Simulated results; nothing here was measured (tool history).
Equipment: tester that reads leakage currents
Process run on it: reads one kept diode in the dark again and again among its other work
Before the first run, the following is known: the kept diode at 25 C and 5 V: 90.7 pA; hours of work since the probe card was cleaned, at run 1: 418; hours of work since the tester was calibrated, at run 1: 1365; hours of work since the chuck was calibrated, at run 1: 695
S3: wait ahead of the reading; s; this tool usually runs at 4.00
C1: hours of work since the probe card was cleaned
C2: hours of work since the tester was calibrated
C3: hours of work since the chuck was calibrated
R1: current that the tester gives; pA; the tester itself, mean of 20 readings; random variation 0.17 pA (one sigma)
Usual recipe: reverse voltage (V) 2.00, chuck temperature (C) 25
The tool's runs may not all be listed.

Run 1, hour 0.0: usual settings; C1 418; C2 1365; C3 695. Result: R1 52.83 pA.
Run 2, hour 115.0: usual settings but chuck temperature (C) 60; C1 504; C2 1451; C3 781. Result: R1 773.35 pA.
Run 3, hour 324.3: usual settings but reverse voltage (V) 1.36, chuck temperature (C) 60; C1 660; C2 1607; C3 938. Result: R1 620.08 pA.
Run 4, hour 512.9: usual settings but reverse voltage (V) 1.36, chuck temperature (C) 60; C1 801; C2 1748; C3 1079. Result: R1 610.32 pA.
At hour 568.7: chuck's temperature calibrated.
Run 5, hour 692.2: usual settings but reverse voltage (V) 1.36, chuck temperature (C) 60; C1 934; C2 1881; C3 92. Result: R1 632.71 pA.
Run 6, hour 867.5: usual settings; C1 1065; C2 2012; C3 223. Result: R1 53.70 pA.
Run 7, hour 1090.3: usual settings; C1 1232; C2 2178; C3 390. Result: R1 53.73 pA.
Run 8, hour 1323.6: usual settings; C1 1406; C2 2353; C3 564. Result: R1 53.20 pA.
At hour 1423.2: probe card cleaned and baked.
Run 9, hour 1534.6: usual settings; C1 83; C2 2508; C3 720. Result: R1 51.16 pA.
Run 10, hour 1666.6: usual settings but S3 4.65 s; C1 182; C2 2607; C3 819. Result: R1 51.01 pA.
Run 11, hour 1769.0: usual settings but S3 4.65 s; C1 259; C2 2683; C3 895. Result: R1 50.67 pA.
Run 12, hour 1890.8: usual settings but reverse voltage (V) 2.41, S3 4.65 s; C1 350; C2 2774; C3 986. Result: R1 56.10 pA.
Run 13, hour 1996.3: usual settings but reverse voltage (V) 3.71, chuck temperature (C) 21; C1 428; C2 2853; C3 1065. Result: R1 50.35 pA.
At hour 2067.7: chuck's temperature calibrated.
Run 14, hour 2141.6: usual settings but reverse voltage (V) 1.03, chuck temperature (C) 21, S3 8.72 s; C1 536; C2 2960; C3 55. Result: R1 26.99 pA.
Run 15, hour 2320.1: usual settings but reverse voltage (V) 1.03, chuck temperature (C) 21, S3 8.72 s; C1 669; C2 3094; C3 189. Result: R1 26.95 pA.
Run 16, hour 2524.5: usual settings but reverse voltage (V) 1.03, chuck temperature (C) 21, S3 8.72 s; C1 822; C2 3247; C3 342. Result: R1 26.71 pA.
Run 17, hour 2655.8: usual settings but reverse voltage (V) 5.49, S3 1.55 s; C1 920; C2 3345; C3 440. Result: R1 95.49 pA.
Run 18, hour 2835.4: usual settings but reverse voltage (V) 5.49, S3 1.55 s; C1 1054; C2 3479; C3 574. Result: R1 95.68 pA.
Run 19, hour 2995.7: usual settings but reverse voltage (V) 5.49, S3 1.55 s; C1 1174; C2 3599; C3 694. Result: R1 95.30 pA.
Run 20, hour 3126.8: usual settings but reverse voltage (V) 5.07, chuck temperature (C) 49, S3 2.65 s; C1 1272; C2 3697; C3 792. Result: R1 584.39 pA.
Run 21, hour 3286.1: usual settings but reverse voltage (V) 5.07, chuck temperature (C) 49, S3 2.65 s; C1 1391; C2 3816; C3 911. Result: R1 584.63 pA.
Run 22, hour 3397.9: usual settings but reverse voltage (V) 4.75, chuck temperature (C) 23; C1 1475; C2 3900; C3 995. Result: R1 72.81 pA.
At hour 3423.5: probe card cleaned and baked.
Run 23, hour 3540.5: usual settings but reverse voltage (V) 4.75; C1 88; C2 4004; C3 1099. Result: R1 82.19 pA.

Each row is a separate what-if for the run after 23, all from the same tool condition, not one after another. Results?
At hour 3570.5: chuck's temperature calibrated.
Run A, hour 3726.4: usual settings but reverse voltage (V) 9.80; C1 225; C2 4142; C3 117. Result: R1 ?.
At hour 3570.5: chuck's temperature calibrated.
Run B, hour 3726.4: usual settings but reverse voltage (V) 4.18, chuck temperature (C) 24, S3 2.35 s; C1 225; C2 4142; C3 117. Result: R1 ?.
At hour 3570.5: chuck's temperature calibrated.
Run C, hour 3726.4: usual settings but reverse voltage (V) 4.75, chuck temperature (C) 40, S3 0.31 s; C1 225; C2 4142; C3 117. Result: R1 ?.
At hour 3570.5: chuck's temperature calibrated.
Run D, hour 3726.4: usual settings but reverse voltage (V) 9.01; C1 225; C2 4142; C3 117. Result: R1 ?.
At hour 3570.5: chuck's temperature calibrated.
Run E, hour 3726.4: usual settings but reverse voltage (V) 4.75, chuck temperature (C) 22, S3 1.54 s; C1 225; C2 4142; C3 117. Result: R1 ?.

run      R1
  A  128.24
  B   73.92
  C  294.67
  D  122.35
  E   66.73
Take away the tool's hidden state, keep each run's random variation, and the runs would have read:
run      R1
  A  131.45
  B   75.94
  C  303.88
  D  125.45
  E   68.44
